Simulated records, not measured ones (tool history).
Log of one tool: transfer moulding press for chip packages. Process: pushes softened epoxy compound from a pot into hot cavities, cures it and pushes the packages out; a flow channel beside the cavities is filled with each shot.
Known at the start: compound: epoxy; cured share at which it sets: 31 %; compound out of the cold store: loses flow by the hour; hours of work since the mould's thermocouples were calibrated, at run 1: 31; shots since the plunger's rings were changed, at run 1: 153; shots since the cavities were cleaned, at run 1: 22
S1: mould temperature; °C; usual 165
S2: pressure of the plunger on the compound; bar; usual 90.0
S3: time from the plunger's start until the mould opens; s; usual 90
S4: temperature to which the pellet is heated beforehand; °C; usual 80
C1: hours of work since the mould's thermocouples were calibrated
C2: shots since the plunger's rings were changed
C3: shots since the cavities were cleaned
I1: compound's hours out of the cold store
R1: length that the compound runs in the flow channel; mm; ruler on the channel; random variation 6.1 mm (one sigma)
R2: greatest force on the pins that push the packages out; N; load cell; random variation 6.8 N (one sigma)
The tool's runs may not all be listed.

{"run": 1, "day": 0.0, "S1": 165, "S2": 90.0, "S3": 90, "S4": 80, "C1": 31, "C2": 153, "C3": 22, "I1": 17.4, "R1": 940, "R2": 296}
{"run": 2, "day": 0.446, "S1": 168, "S2": 90.0, "S3": 90, "S4": 80, "C1": 38, "C2": 274, "C3": 143, "I1": 18.7, "R1": 918, "R2": 278}
{"run": 3, "day": 0.738, "S1": 168, "S2": 90.4, "S3": 90, "S4": 80, "C1": 42, "C2": 352, "C3": 221, "I1": 24.8, "R1": 900, "R2": 281}
{"run": 4, "day": 0.971, "S1": 165, "S2": 90.0, "S3": 90, "S4": 80, "C1": 45, "C2": 416, "C3": 285, "I1": 34.6, "R1": 878, "R2": 355}
{"run": 5, "day": 1.471, "S1": 165, "S2": 90.0, "S3": 90, "S4": 85, "C1": 52, "C2": 551, "C3": 420, "I1": 27.0, "R1": 895, "R2": 368}
{"run": 6, "day": 1.817, "S1": 165, "S2": 90.0, "S3": 90, "S4": 85, "C1": 57, "C2": 645, "C3": 514, "I1": 25.1, "R1": 901, "R2": 372}
{"day": 1.954, "done": "cavities cleaned with cleaning compound and waxed"}
{"run": 7, "day": 2.354, "S1": 165, "S2": 90.0, "S3": 90, "S4": 85, "C1": 63, "C2": 774, "C3": 109, "I1": 38.5, "R1": 854, "R2": 428}
{"run": 8, "day": 2.762, "S1": 165, "S2": 90.0, "S3": 90, "S4": 85, "C1": 69, "C2": 884, "C3": 219, "I1": 16.9, "R1": 926, "R2": 449}
{"run": 9, "day": 3.233, "S1": 165, "S2": 90.0, "S3": 90, "S4": 80, "C1": 75, "C2": 1011, "C3": 346, "I1": 26.7, "R1": 884, "R2": 445}
{"day": 3.529, "done": "cavities cleaned with cleaning compound and waxed, once more"}
{"run": 10, "day": 3.7, "S1": 165, "S2": 90.0, "S3": 90, "S4": 80, "C1": 81, "C2": 1121, "C3": 46, "I1": 24.2, "R1": 904, "R2": 295}
{"run": 11, "day": 3.962, "S1": 165, "S2": 90.0, "S3": 90, "S4": 80, "C1": 85, "C2": 1192, "C3": 117, "I1": 34.7, "R1": 868, "R2": 314}
{"run": 12, "day": 4.35, "S1": 165, "S2": 90.0, "S3": 90, "S4": 80, "C1": 90, "C2": 1297, "C3": 222, "I1": 46.4, "R1": 831, "R2": 329}
{"run": 13, "day": 4.821, "S1": 165, "S2": 88.9, "S3": 90, "S4": 80, "C1": 97, "C2": 1425, "C3": 350, "I1": 22.4, "R1": 894, "R2": 375}
{"run": 14, "day": 5.342, "S1": 165, "S2": 88.9, "S3": 90, "S4": 80, "C1": 104, "C2": 1565, "C3": 490, "I1": 20.7, "R1": 905, "R2": 396}
{"day": 5.533, "done": "cavities cleaned with cleaning compound and waxed"}
{"run": 15, "day": 5.7, "S1": 157, "S2": 74.9, "S3": 79, "S4": 80, "C1": 108, "C2": 1646, "C3": 45, "I1": 19.2, "R1": 856, "R2": 680}
{"run": 16, "day": 6.038, "S1": 157, "S2": 74.9, "S3": 77, "S4": 80, "C1": 113, "C2": 1738, "C3": 137, "I1": 25.1, "R1": 835, "R2": 770}
{"run": 17, "day": 6.538, "S1": 157, "S2": 74.9, "S3": 77, "S4": 80, "C1": 120, "C2": 1873, "C3": 272, "I1": 21.1, "R1": 844, "R2": 864}
{"run": 18, "day": 6.833, "S1": 162, "S2": 74.9, "S3": 86, "S4": 80, "C1": 124, "C2": 1953, "C3": 352, "I1": 16.1, "R1": 845, "R2": 521}
{"run": 19, "day": 7.188, "S1": 165, "S2": 86.7, "S3": 90, "S4": 86, "C1": 129, "C2": 2049, "C3": 448, "I1": 9.1, "R1": 917, "R2": 397}
{"run": 20, "day": 7.458, "S1": 159, "S2": 90.0, "S3": 90, "S4": 80, "C1": 133, "C2": 2122, "C3": 521, "I1": 45.5, "R1": 845, "R2": 554}
{"day": 7.571, "done": "cavities cleaned with cleaning compound and waxed"}
{"run": 21, "day": 7.958, "S1": 159, "S2": 90.0, "S3": 90, "S4": 82, "C1": 139, "C2": 2241, "C3": 105, "I1": 31.5, "R1": 880, "R2": 448}
{"run": 22, "day": 8.504, "S1": 169, "S2": 87.5, "S3": 105, "S4": 79, "C1": 146, "C2": 2389, "C3": 253, "I1": 39.0, "R1": 828, "R2": 260}
{"run": 23, "day": 8.738, "S1": 167, "S2": 88.6, "S3": 87, "S4": 80, "C1": 150, "C2": 2452, "C3": 316, "I1": 24.3, "R1": 870, "R2": 358}
{"run": 24, "day": 9.279, "S1": 167, "S2": 90.9, "S3": 87, "S4": 77, "C1": 157, "C2": 2599, "C3": 463, "I1": 47.4, "R1": 814, "R2": 370}
{"day": 9.583, "done": "cavities cleaned with cleaning compound and waxed"}
{"run": 25, "day": 9.725, "S1": 165, "S2": 75.0, "S3": 113, "S4": 80, "C1": 162, "C2": 2703, "C3": 39, "I1": 44.9, "R1": 755, "R2": 220}
{"run": 26, "day": 9.996, "S1": 165, "S2": 75.0, "S3": 113, "S4": 80, "C1": 166, "C2": 2776, "C3": 112, "I1": 22.9, "R1": 808, "R2": 235}
{"run": 27, "day": 10.496, "S1": 165, "S2": 75.0, "S3": 113, "S4": 80, "C1": 173, "C2": 2912, "C3": 248, "I1": 47.4, "R1": 728, "R2": 266}
{"run": 28, "day": 11.0, "S1": 168, "S2": 75.0, "S3": 94, "S4": 80, "C1": 180, "C2": 3048, "C3": 384, "I1": 37.8, "R1": 749, "R2": 319}

5 ways to go on from here, each from the tool as it stands after run 28. What would each give?
{"run": "A", "day": 11.454, "S1": 168, "S2": 75.0, "S3": 90, "S4": 80, "C1": 187, "C2": 3171, "C3": 507, "I1": 25.5, "R1": "?", "R2": "?"}
{"run": "B", "day": 11.454, "S1": 168, "S2": 69.8, "S3": 103, "S4": 71, "C1": 187, "C2": 3171, "C3": 507, "I1": 25.5, "R1": "?", "R2": "?"}
{"run": "C", "day": 11.454, "S1": 165, "S2": 90.0, "S3": 82, "S4": 80, "C1": 187, "C2": 3171, "C3": 507, "I1": 23.8, "R1": "?", "R2": "?"}
{"run": "D", "day": 11.454, "S1": 165, "S2": 90.0, "S3": 97, "S4": 80, "C1": 187, "C2": 3171, "C3": 507, "I1": 19.6, "R1": "?", "R2": "?"}
{"run": "E", "day": 11.454, "S1": 168, "S2": 75.0, "S3": 99, "S4": 85, "C1": 187, "C2": 3171, "C3": 507, "I1": 29.1, "R1": "?", "R2": "?"}

run=A R1=787 R2=330
run=B R1=754 R2=300
run=C R1=868 R2=470
run=D R1=889 R2=344
run=E R1=775 R2=312
Without the tool's hidden state the same runs would have given:
run=A R1=825 R2=228
run=B R1=791 R2=207
run=C R1=911 R2=329
run=D R1=932 R2=239
run=E R1=813 R2=219
